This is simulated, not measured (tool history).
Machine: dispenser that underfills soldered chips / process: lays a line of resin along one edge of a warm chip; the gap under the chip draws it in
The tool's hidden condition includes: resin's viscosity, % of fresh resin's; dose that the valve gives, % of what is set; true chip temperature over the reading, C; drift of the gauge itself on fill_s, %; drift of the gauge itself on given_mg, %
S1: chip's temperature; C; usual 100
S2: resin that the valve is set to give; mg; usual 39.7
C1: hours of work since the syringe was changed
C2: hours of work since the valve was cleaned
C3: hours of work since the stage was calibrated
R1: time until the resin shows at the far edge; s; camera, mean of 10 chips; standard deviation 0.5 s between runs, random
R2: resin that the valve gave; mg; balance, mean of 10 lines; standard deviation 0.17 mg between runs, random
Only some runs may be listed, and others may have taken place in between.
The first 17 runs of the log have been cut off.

run,hour,S1,S2,C1,C2,C3,R1,R2
# hour 157.9: new syringe of resin
18,161.4,94,43.2,2,28,169,66.3,42.28
19,169.3,94,43.2,7,33,174,96.0,42.36
# hour 171.6: new syringe of resin
20,179.2,92,41.5,5,39,180,88.3,40.95
# hour 185.6: new syringe of resin
21,189.0,112,50.9,2,44,186,30.7,49.47
# hour 199.9: new syringe of resin
22,202.8,97,36.6,2,53,194,57.2,35.21
23,213.1,111,36.7,8,59,201,53.1,35.16
# hour 214.6: new syringe of resin
24,225.5,95,41.4,7,67,209,90.0,39.56
# hour 228.7: new syringe of resin
# hour 233.7: dispensing valve cleaned and set on the balance
25,237.3,100,34.9,5,2,215,62.3,34.82
# hour 244.1: new syringe of resin
26,249.1,100,34.9,3,10,222,58.2,34.83
# hour 258.6: new syringe of resin
27,258.8,109,44.1,0,15,228,29.8,43.80
28,269.7,99,41.2,7,22,235,76.4,40.58
# hour 272.4: new syringe of resin
29,276.6,100,41.5,3,26,239,53.8,41.01
30,282.4,93,45.8,6,30,243,97.3,44.92
# hour 287.1: new syringe of resin
31,294.7,93,45.8,5,38,250,85.0,44.93
# hour 301.0: new syringe of resin
32,306.2,93,45.8,3,45,257,76.2,44.58
33,313.9,108,48.6,8,49,262,58.0,47.35
# hour 315.0: new syringe of resin
34,323.1,100,37.8,5,55,268,68.1,36.79

Predict each of these 4 candidate next runs independently; none follows another, all start after run 34:
# hour 328.7: new syringe of resin
A,329.9,101,37.1,1,59,272,?,?
# hour 328.7: new syringe of resin
B,329.9,87,39.7,1,59,272,?,?
# hour 328.7: new syringe of resin
C,329.9,101,39.7,1,59,272,?,?
# hour 328.7: new syringe of resin
D,329.9,100,43.1,1,59,272,?,?

run,R1,R2
A,47.1,35.84
B,83.6,38.17
C,45.9,38.21
D,46.8,41.99
The same runs, with their run-to-run variation unchanged, on a tool lacking any hidden condition would have given:
run,R1,R2
A,39.6,37.16
B,70.0,39.59
C,38.7,39.63
D,39.6,43.54
